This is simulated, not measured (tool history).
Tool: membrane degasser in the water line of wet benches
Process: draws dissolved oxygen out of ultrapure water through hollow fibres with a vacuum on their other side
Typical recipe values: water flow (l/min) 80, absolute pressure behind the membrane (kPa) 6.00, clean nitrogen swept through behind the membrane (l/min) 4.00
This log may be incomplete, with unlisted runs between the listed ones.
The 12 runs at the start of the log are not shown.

run	hour	water flow (l/min)	absolute pressure behind the membrane (kPa)	clean nitrogen swept through behind the membrane (l/min)	hours since the membrane was changed	hours since the vacuum gauge was calibrated	hours since the vacuum lines were made tight	dissolved oxygen in the water behind the degasser (ppb)	pressure that the water loses in the fibres (kPa)
13	2812.3	80	6.00	4.00	3385	1881	1818	283.2	66.33
14	2996.8	80	6.00	4.00	3569	2065	2002	277.4	66.90
15	3320.9	80	6.00	4.00	3893	2389	2326	280.9	67.04
16	3532.7	80	6.00	4.00	4105	2601	2538	284.9	66.29
17	3806.9	84	6.00	5.11	4379	2875	2812	276.5	70.22
18	4042.5	70	3.92	5.89	4615	3111	3048	141.7	58.25
19	4357.6	70	3.92	5.89	4930	3426	3363	141.1	58.24
20	4645.1	64	14.20	2.04	5218	3713	3651	740.6	53.47
21	4865.3	80	6.25	3.42	5438	3934	3871	309.6	66.97
22	5177.7	80	6.25	2.33	5750	4246	4183	369.1	67.11
23	5382.1	78	5.07	7.65	5955	4450	4387	197.1	64.62
24	5560.8	91	5.07	7.65	6133	4629	4566	262.8	76.13
25	5812.8	91	13.74	11.43	6385	4881	4818	398.5	76.22
26	6052.3	100	13.32	11.43	6625	5121	5058	441.6	84.37
27	6315.1	100	6.96	8.92	6888	5383	5320	343.1	83.57
28	6601.0	100	11.11	6.50	7174	5669	5606	507.1	83.94
29	6832.2	63	6.00	11.08	7405	5901	5838	133.8	53.05
30	7101.4	63	6.00	11.08	7674	6170	6107	133.2	53.45
# hour 7286.7: gauge calibrated
31	7373.2	63	6.00	11.08	7946	6442	6379	133.7	51.75
32	7636.8	83	6.48	4.74	8209	6705	6642	291.4	68.58

Each row is a separate what-if for the run after 32, all from the same tool condition, not one after another. Results?
A	7862.6	57	5.52	4.00	8435	6931	6868	?	?
B	7862.6	99	4.23	2.73	8435	6931	6868	?	?
C	7862.6	96	7.11	4.00	8435	6931	6868	?	?

run	dissolved oxygen in the water behind the degasser (ppb)	pressure that the water loses in the fibres (kPa)
A	151.8	46.92
B	316.6	81.45
C	429.3	79.15
Take away the tool's hidden state, keep each run's random variation, and the runs would have read:
run	dissolved oxygen in the water behind the degasser (ppb)	pressure that the water loses in the fibres (kPa)
A	151.6	46.81
B	316.2	81.24
C	428.9	78.95
